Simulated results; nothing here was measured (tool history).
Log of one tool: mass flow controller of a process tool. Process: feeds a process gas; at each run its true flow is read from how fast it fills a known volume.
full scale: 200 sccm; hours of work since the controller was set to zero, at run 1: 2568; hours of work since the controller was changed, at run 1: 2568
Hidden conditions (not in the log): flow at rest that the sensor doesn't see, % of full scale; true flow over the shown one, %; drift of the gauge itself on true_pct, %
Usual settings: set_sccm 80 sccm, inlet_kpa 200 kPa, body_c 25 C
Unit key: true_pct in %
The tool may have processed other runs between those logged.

run,day,set_sccm,inlet_kpa,body_c,hours of work since the controller was set to zero,hours of work since the controller was changed,true_pct
1,0,80,200,25,2568,2568,99.21
2,6.429,80,200,25,2676,2676,99.05
3,10.804,80,200,25,2750,2750,99.06
4,17.904,80,200,25,2870,2870,99.01
5,23.058,80,141,25,2957,2957,98.5
6,27.012,49,200,25,3024,3024,99.66
7,34.004,197,169,25,3142,3142,98.36
8,41.683,197,229,25,3272,3272,98.7
9,50.125,62,219,25,3414,3414,99.2
10,56.592,62,219,25,3523,3523,99.22
11,64.942,161,200,25,3664,3664,98.47

4 ways to go on from here, each from the tool as it stands after run 11. What would each give?
A,69.092,80,244,25,3734,3734,?
B,69.092,48,200,31,3734,3734,?
C,69.092,80,158,20,3734,3734,?
D,69.092,176,202,33,3734,3734,?

run,true_pct
A,99.14
B,98.94
C,99.07
D,97.57
Take away the tool's hidden state, keep each run's random variation, and the runs would have read:
run,true_pct
A,99.94
B,98.89
C,99.87
D,99.08

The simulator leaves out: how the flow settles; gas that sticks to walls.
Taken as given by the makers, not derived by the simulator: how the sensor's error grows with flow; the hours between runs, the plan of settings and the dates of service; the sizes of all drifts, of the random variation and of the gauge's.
